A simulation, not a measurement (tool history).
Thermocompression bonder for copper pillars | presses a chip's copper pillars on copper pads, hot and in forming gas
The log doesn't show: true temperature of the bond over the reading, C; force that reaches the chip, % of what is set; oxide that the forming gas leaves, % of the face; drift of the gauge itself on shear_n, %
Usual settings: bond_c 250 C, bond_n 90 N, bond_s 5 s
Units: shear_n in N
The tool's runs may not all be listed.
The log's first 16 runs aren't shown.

run,hour,bond_c,bond_n,bond_s,hours of work since the heater was calibrated,hours of work since the force cell was calibrated,hours of work since the gas filter was changed,shear_n
17,240.8,250,90,5,443,292,114,49.3
18,255.1,250,90,5,449,299,121,48.7
19,265.5,250,90,5,454,304,126,49.8
20,286.2,243,84,5,464,314,136,42.3
21,302.4,243,84,6,472,322,143,44.0
22,322.8,259,79,4,482,331,153,46.1
23,333.2,269,134,5,487,336,158,75.5
24,348.0,269,134,5,494,343,165,75.2
25,361.1,269,134,5,500,349,171,74.9
26,373.0,273,66,5,505,355,177,50.9
27,382.2,269,115,4,510,359,181,67.9
28,402.8,269,115,4,519,369,191,68.3
29,417.4,269,115,4,526,376,198,68.5
30,435.5,269,115,4,535,385,207,69.0
31,447.5,269,115,4,541,390,212,67.6
32,461.4,249,115,7,547,397,219,62.8
33,474.9,249,115,7,554,403,225,63.5
34,484.5,249,101,8,558,408,230,59.8
35,501.9,250,90,3,566,416,238,41.0
36,510.7,250,90,3,571,420,242,41.5
37,520.4,250,90,3,575,425,247,41.6
38,532.1,275,75,3,581,430,252,50.1

4 ways to go on from here, each from the tool as it stands after run 38. What would each give?
A,546.8,250,65,5,588,437,259,?
B,546.8,226,121,4,588,437,259,?
C,546.8,246,54,13,588,437,259,?
D,546.8,246,58,4,588,437,259,?

run,shear_n
A,35.3
B,40.2
C,38.9
D,27.1
Without the tool's hidden state the same runs would have given:
run,shear_n
A,37.3
B,42.7
C,41.1
D,28.7
